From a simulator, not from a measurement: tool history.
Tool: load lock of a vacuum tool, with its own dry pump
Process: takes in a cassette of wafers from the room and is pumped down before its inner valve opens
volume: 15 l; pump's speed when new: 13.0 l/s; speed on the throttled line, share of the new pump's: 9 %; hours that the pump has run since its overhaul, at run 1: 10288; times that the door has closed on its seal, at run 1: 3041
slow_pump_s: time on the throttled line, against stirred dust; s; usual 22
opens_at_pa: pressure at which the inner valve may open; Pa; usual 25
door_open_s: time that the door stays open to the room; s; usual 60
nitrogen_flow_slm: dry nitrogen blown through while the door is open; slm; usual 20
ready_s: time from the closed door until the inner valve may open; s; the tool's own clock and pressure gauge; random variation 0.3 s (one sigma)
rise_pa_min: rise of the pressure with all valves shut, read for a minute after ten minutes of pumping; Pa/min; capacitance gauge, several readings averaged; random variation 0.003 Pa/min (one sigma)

run	hour	slow_pump_s	opens_at_pa	door_open_s	nitrogen_flow_slm	hours that the pump has run since its overhaul	times that the door has closed on its seal	incoming humidity of the room's air, %	ready_s	rise_pa_min
1	0	22	25	60	20	10288	3041	41.8	30.7	0.063
2	427.8	22	25	127	20	10716	4419	44.1	30.5	0.083
3	705.2	22	25	127	20	10993	5312	43.9	30.7	0.093
4	1158.6	22	25	127	20	11446	6772	45.3	31.2	0.097
5	1660.4	22	25	127	20	11948	8389	43.6	30.9	0.108
6	2084.6	22	25	127	20	12372	9755	44.1	30.9	0.118
7	2330.4	22	25	127	20	12618	10546	48.6	30.8	0.137
8	2648.4	22	25	127	20	12936	11571	46	31	0.139
9	3067.2	22	25	127	20	13355	12919	49.9	31.3	0.154
10	3491.9	22	25	127	20	13780	14287	42.4	31.7	0.146
11	3934	22	25	127	20	14222	15711	46.6	31.1	0.173
12	4421.4	22	25	127	20	14709	17281	45.6	31	0.186
13	4637.4	22	25	127	20	14925	17976	43.5	31.5	0.192
14	5090.3	22	25	60	10	15378	19435	45.8	31	0.204
15	5544.8	22	25	60	10	15833	20898	44.4	31.4	0.214
16	5848	22	25	60	10	16136	21875	43.2	32.1	0.229
17	6165.2	22	25	60	10	16453	22897	44	31.4	0.24
18	6481.5	22	25	60	10	16769	23915	47.1	31.8	0.25
19	6766.1	23	25	116	14	17054	24832	47.7	32.9	0.277
20	7014.7	42	48	26	26	17302	25632	46.4	48.3	0.254
21	7336	42	48	26	26	17624	26667	43.9	48.7	0.267
22	7604.4	22	25	60	42	17892	27532	42.9	31.4	0.275
# hour 7984: dry pump taken out, an overhauled one fitted
23	8030.9	40	38	60	42	47	28886	46.6	45.7	0.292
24	8456	40	20	60	42	472	30255	43.2	46.7	0.317
25	8782.6	40	20	60	42	799	31307	47.2	46.5	0.335
26	9111.8	22	19	230	31	1128	32367	45.9	29.3	0.378
27	9451.6	22	18	111	26	1468	33461	46.1	30.3	0.382
28	9703	21	24	111	26	1719	34271	49.2	29	0.395
29	10109.4	21	48	111	26	2125	35580	43.1	28.4	0.415
30	10582.6	25	25	60	6	2599	37104	44.9	32.8	0.453
31	10985.6	41	23	60	20	3002	38402	46	47	0.454
32	11477.1	41	23	60	20	3493	39984	44.5	47.3	0.49
33	11907.6	22	32	160	20	3924	41371	42	29.8	0.524
34	12141.3	22	32	160	20	4157	42124	47.9	29.5	0.534
35	12550.8	16	21	73	6	4567	43442	43.7	24.8	0.555
36	13052.2	22	25	220	35	5068	45057	45	29.9	0.584

Hidden state or all else? Some run-to-run changes of ready_s, split into what the settings, what came in and random variation would give without the hidden state, and what is left for the hidden state (with any gauge scatter that isn't in both results):
The hidden state here: pump's speed, % of a new pump's; leak at the door's seal, Pa l/s; drift of the gauge itself on ready_s, %; drift of the gauge itself on rise_pa_min, %.
Run 19 -> 20: slow_pump_s 23 -> 42, opens_at_pa 25 -> 48, door_open_s 116 -> 26, nitrogen_flow_slm 14 -> 26. ready_s +15.4 s: hidden state -0.6, all else +16.
Run 21 -> 22: slow_pump_s 42 -> 22, opens_at_pa 48 -> 25, door_open_s 26 -> 60, nitrogen_flow_slm 26 -> 42. ready_s -17.3 s: hidden state +0.7, all else -18.
Run 22 -> 23: slow_pump_s 22 -> 40, opens_at_pa 25 -> 38, dry pump taken out, an overhauled one fitted. ready_s +14.3 s: hidden state -2, all else +16.3.
Run 25 -> 26: slow_pump_s 40 -> 22, opens_at_pa 20 -> 19, door_open_s 60 -> 230, nitrogen_flow_slm 42 -> 31. ready_s -17.2 s: hidden state +0, all else -17.2.
Run 32 -> 33: slow_pump_s 41 -> 22, opens_at_pa 23 -> 32, door_open_s 60 -> 160. ready_s -17.5 s: hidden state +0.1, all else -17.6.
